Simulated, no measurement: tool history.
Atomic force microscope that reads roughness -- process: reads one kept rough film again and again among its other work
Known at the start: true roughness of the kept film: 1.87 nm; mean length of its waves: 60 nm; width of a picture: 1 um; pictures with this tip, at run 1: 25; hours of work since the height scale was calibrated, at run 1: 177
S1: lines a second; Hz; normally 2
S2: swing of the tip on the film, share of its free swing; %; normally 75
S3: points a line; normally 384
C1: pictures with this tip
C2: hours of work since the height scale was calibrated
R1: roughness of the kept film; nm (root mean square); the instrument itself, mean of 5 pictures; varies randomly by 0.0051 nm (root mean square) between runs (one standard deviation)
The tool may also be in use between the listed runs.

run   hour    S1  S2   S3   C1   C2     R1
  1      0     2  75  384   25  177  1.621
  2   12.3     2  75  384   33  182   1.61
  3   30.1     2  65  384   45  189  1.707
  4   46.8   1.4  75  384   55  196  1.685
  5   59.2  1.86  75  384   63  201   1.63
  6     77     2  67  384   75  208  1.687
  7   94.5     2  67  384   86  215  1.681
  8  102.2     2  75  384   91  218  1.607
     104.4  -- height scale calibrated on a step standard
  9  112.2     2  75  384   96    3  1.605
 10  128.2     2  75  384  107   10  1.604
 11  135.9     2  75  503  112   13  1.612
 12  147.4     2  75  384  119   17  1.613
 13  164.9     2  75  384  130   25  1.608
       167  -- height scale calibrated on a step standard, once more
 14  177.5  1.12  56  384  138    4  1.795
 15  191.1  2.41  86  616  146   10  1.422
 16  205.6  2.52  57  464  156   16  1.733
 17  223.6  2.52  57  464  167   23  1.737
 18  233.5  2.52  57  464  173   27  1.734
 19  247.6     2  86  554  182   33  1.471
 20  260.3     2  86  554  191   38   1.48
 21  278.6  1.24  72  271  202   45  1.698
 22  294.8  2.11  75  384  213   52  1.594
 23  303.9  0.72  80  384  218   55  1.714
 24  316.8     2  55  350  227   61  1.762
 25  329.4     2  55  350  235   66  1.755

Pick out some run-to-run changes in R1. Of each, how much would a tool without hidden state show as well, from the settings, what came in and chance, and how much is left for the hidden state and any gauge scatter not in both results compared?
Hidden state at play: radius of the tip, nm; height scale over the true one, %; drift of the gauge itself on roughness_nm, %.
Run 13 -> 14: S1 2 -> 1.12, S2 75 -> 56, height scale calibrated on a step standard, once more. R1 +0.187 nm (root mean square): hidden state +0.003, all else +0.184.
Run 14 -> 15: S1 1.12 -> 2.41, S2 56 -> 86, S3 384 -> 616. R1 -0.373 nm (root mean square): hidden state +0.001, all else -0.374.
Run 15 -> 16: S1 2.41 -> 2.52, S2 86 -> 57, S3 616 -> 464. R1 +0.311 nm (root mean square): hidden state -0.002, all else +0.313.
Run 20 -> 21: S1 2 -> 1.24, S2 86 -> 72, S3 554 -> 271. R1 +0.218 nm (root mean square): hidden state -0.003, all else +0.221.

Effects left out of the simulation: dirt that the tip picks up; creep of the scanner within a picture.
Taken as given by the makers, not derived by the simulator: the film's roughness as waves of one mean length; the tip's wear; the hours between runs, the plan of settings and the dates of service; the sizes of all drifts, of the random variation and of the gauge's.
